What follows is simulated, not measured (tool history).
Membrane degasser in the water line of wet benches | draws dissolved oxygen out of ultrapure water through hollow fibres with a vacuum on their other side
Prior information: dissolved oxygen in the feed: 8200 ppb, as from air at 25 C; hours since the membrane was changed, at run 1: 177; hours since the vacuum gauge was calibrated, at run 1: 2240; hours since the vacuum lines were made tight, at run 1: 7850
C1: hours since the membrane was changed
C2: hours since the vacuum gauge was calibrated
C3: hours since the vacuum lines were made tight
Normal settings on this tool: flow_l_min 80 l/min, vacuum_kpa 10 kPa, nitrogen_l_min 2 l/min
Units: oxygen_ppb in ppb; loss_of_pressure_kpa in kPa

{"run": 1, "hour": 0.0, "flow_l_min": 80, "vacuum_kpa": 10, "nitrogen_l_min": 2, "C1": 177, "C2": 2240, "C3": 7850, "oxygen_ppb": 706.6, "loss_of_pressure_kpa": 26.68}
{"run": 2, "hour": 42.2, "flow_l_min": 80, "vacuum_kpa": 10, "nitrogen_l_min": 2, "C1": 219, "C2": 2283, "C3": 7892, "oxygen_ppb": 709.1, "loss_of_pressure_kpa": 26.71}
{"run": 3, "hour": 77.2, "flow_l_min": 80, "vacuum_kpa": 7.4, "nitrogen_l_min": 2, "C1": 254, "C2": 2318, "C3": 7927, "oxygen_ppb": 529.7, "loss_of_pressure_kpa": 26.67}
{"run": 4, "hour": 101.2, "flow_l_min": 80, "vacuum_kpa": 7.4, "nitrogen_l_min": 2, "C1": 278, "C2": 2342, "C3": 7951, "oxygen_ppb": 530.3, "loss_of_pressure_kpa": 26.87}
{"run": 5, "hour": 150.5, "flow_l_min": 80, "vacuum_kpa": 13.7, "nitrogen_l_min": 2, "C1": 327, "C2": 2391, "C3": 8001, "oxygen_ppb": 958.3, "loss_of_pressure_kpa": 26.74}
{"run": 6, "hour": 181.8, "flow_l_min": 80, "vacuum_kpa": 13.7, "nitrogen_l_min": 2, "C1": 358, "C2": 2422, "C3": 8032, "oxygen_ppb": 943.8, "loss_of_pressure_kpa": 26.64}
{"run": 7, "hour": 214.2, "flow_l_min": 80, "vacuum_kpa": 13.7, "nitrogen_l_min": 2, "C1": 391, "C2": 2455, "C3": 8064, "oxygen_ppb": 949.5, "loss_of_pressure_kpa": 26.54}
{"run": 8, "hour": 258.5, "flow_l_min": 80, "vacuum_kpa": 13.7, "nitrogen_l_min": 2, "C1": 435, "C2": 2499, "C3": 8109, "oxygen_ppb": 954, "loss_of_pressure_kpa": 26.31}
{"run": 9, "hour": 280.5, "flow_l_min": 80, "vacuum_kpa": 13.7, "nitrogen_l_min": 2, "C1": 457, "C2": 2521, "C3": 8130, "oxygen_ppb": 950.6, "loss_of_pressure_kpa": 26.64}
{"run": 10, "hour": 306.0, "flow_l_min": 80, "vacuum_kpa": 10, "nitrogen_l_min": 2, "C1": 483, "C2": 2546, "C3": 8156, "oxygen_ppb": 701.5, "loss_of_pressure_kpa": 26.73}
{"run": 11, "hour": 342.1, "flow_l_min": 80, "vacuum_kpa": 10, "nitrogen_l_min": 2, "C1": 519, "C2": 2583, "C3": 8192, "oxygen_ppb": 702.7, "loss_of_pressure_kpa": 26.77}
{"run": 12, "hour": 369.5, "flow_l_min": 80, "vacuum_kpa": 10, "nitrogen_l_min": 2, "C1": 546, "C2": 2610, "C3": 8219, "oxygen_ppb": 711.3, "loss_of_pressure_kpa": 26.8}
{"hour": 373.5, "done": "vacuum gauge calibrated"}
{"run": 13, "hour": 409.9, "flow_l_min": 80, "vacuum_kpa": 10, "nitrogen_l_min": 2, "C1": 586, "C2": 36, "C3": 8259, "oxygen_ppb": 703.5, "loss_of_pressure_kpa": 26.53}
{"run": 14, "hour": 447.5, "flow_l_min": 80, "vacuum_kpa": 10, "nitrogen_l_min": 2, "C1": 624, "C2": 74, "C3": 8297, "oxygen_ppb": 703.4, "loss_of_pressure_kpa": 26.48}
{"hour": 466.2, "done": "vacuum gauge calibrated, once more"}
{"run": 15, "hour": 472.1, "flow_l_min": 80, "vacuum_kpa": 10, "nitrogen_l_min": 2.55, "C1": 648, "C2": 6, "C3": 8321, "oxygen_ppb": 614.9, "loss_of_pressure_kpa": 26.51}
{"hour": 489.3, "done": "seals of the vacuum lines changed"}
{"run": 16, "hour": 508.7, "flow_l_min": 80, "vacuum_kpa": 10, "nitrogen_l_min": 2.55, "C1": 682, "C2": 40, "C3": 19, "oxygen_ppb": 602, "loss_of_pressure_kpa": 27}
{"run": 17, "hour": 546.6, "flow_l_min": 77, "vacuum_kpa": 7.6, "nitrogen_l_min": 2.59, "C1": 720, "C2": 78, "C3": 57, "oxygen_ppb": 439.9, "loss_of_pressure_kpa": 25.65}
{"run": 18, "hour": 584.7, "flow_l_min": 77, "vacuum_kpa": 7.6, "nitrogen_l_min": 2.59, "C1": 758, "C2": 117, "C3": 95, "oxygen_ppb": 452.4, "loss_of_pressure_kpa": 25.72}
{"run": 19, "hour": 613.1, "flow_l_min": 49, "vacuum_kpa": 14.3, "nitrogen_l_min": 2, "C1": 787, "C2": 145, "C3": 124, "oxygen_ppb": 608, "loss_of_pressure_kpa": 16.36}
{"run": 20, "hour": 656.7, "flow_l_min": 83, "vacuum_kpa": 14.7, "nitrogen_l_min": 2, "C1": 830, "C2": 188, "C3": 167, "oxygen_ppb": 1051.4, "loss_of_pressure_kpa": 27.52}
{"run": 21, "hour": 706.7, "flow_l_min": 83, "vacuum_kpa": 14.7, "nitrogen_l_min": 2, "C1": 880, "C2": 238, "C3": 217, "oxygen_ppb": 1046.4, "loss_of_pressure_kpa": 27.87}
{"run": 22, "hour": 757.4, "flow_l_min": 83, "vacuum_kpa": 14.7, "nitrogen_l_min": 2, "C1": 931, "C2": 289, "C3": 268, "oxygen_ppb": 1043.4, "loss_of_pressure_kpa": 27.68}
{"run": 23, "hour": 806.0, "flow_l_min": 83, "vacuum_kpa": 8.3, "nitrogen_l_min": 2, "C1": 980, "C2": 338, "C3": 317, "oxygen_ppb": 602.5, "loss_of_pressure_kpa": 27.61}
{"run": 24, "hour": 850.0, "flow_l_min": 112, "vacuum_kpa": 8.3, "nitrogen_l_min": 3.31, "C1": 1024, "C2": 382, "C3": 361, "oxygen_ppb": 704.6, "loss_of_pressure_kpa": 37.28}
{"run": 25, "hour": 883.4, "flow_l_min": 112, "vacuum_kpa": 8.3, "nitrogen_l_min": 3.31, "C1": 1057, "C2": 415, "C3": 394, "oxygen_ppb": 719.9, "loss_of_pressure_kpa": 37.77}
{"run": 26, "hour": 925.5, "flow_l_min": 60, "vacuum_kpa": 7.8, "nitrogen_l_min": 2.54, "C1": 1099, "C2": 457, "C3": 436, "oxygen_ppb": 330.7, "loss_of_pressure_kpa": 19.93}
{"run": 27, "hour": 952.5, "flow_l_min": 60, "vacuum_kpa": 7.8, "nitrogen_l_min": 2.54, "C1": 1126, "C2": 484, "C3": 463, "oxygen_ppb": 325.6, "loss_of_pressure_kpa": 19.95}
{"run": 28, "hour": 1004.3, "flow_l_min": 72, "vacuum_kpa": 14.7, "nitrogen_l_min": 2, "C1": 1178, "C2": 536, "C3": 515, "oxygen_ppb": 911.7, "loss_of_pressure_kpa": 24.09}
{"run": 29, "hour": 1039.1, "flow_l_min": 72, "vacuum_kpa": 14.7, "nitrogen_l_min": 2, "C1": 1213, "C2": 571, "C3": 550, "oxygen_ppb": 909.6, "loss_of_pressure_kpa": 24.21}

For some of the steps in oxygen_ppb from one run to the next: how much would appear even if the tool had no hidden state, given the settings, what came in and random variation, and how much remains for the hidden state plus any gauge scatter that the measured result and the result without hidden state don't share?
The hidden state here: membrane still open, %; true pressure behind the membrane over the reading, kPa; air that leaks in behind the membrane, l/min; drift of the gauge itself on oxygen_ppb, %; drift of the gauge itself on loss_of_pressure_kpa, %.
Run 14 -> 15: nitrogen_l_min 2 -> 2.55, vacuum gauge calibrated, once more. oxygen_ppb -88.5 ppb: hidden state -16.9, all else -71.6.
Run 19 -> 20: flow_l_min 49 -> 83, vacuum_kpa 14.3 -> 14.7. oxygen_ppb +443.4 ppb: hidden state +2.4, all else +441.
Run 25 -> 26: flow_l_min 112 -> 60, vacuum_kpa 8.3 -> 7.8, nitrogen_l_min 3.31 -> 2.54. oxygen_ppb -389.2 ppb: hidden state -5.2, all else -384.
Run 27 -> 28: flow_l_min 60 -> 72, vacuum_kpa 7.8 -> 14.7, nitrogen_l_min 2.54 -> 2. oxygen_ppb +586.1 ppb: hidden state +1.5, all else +584.6.

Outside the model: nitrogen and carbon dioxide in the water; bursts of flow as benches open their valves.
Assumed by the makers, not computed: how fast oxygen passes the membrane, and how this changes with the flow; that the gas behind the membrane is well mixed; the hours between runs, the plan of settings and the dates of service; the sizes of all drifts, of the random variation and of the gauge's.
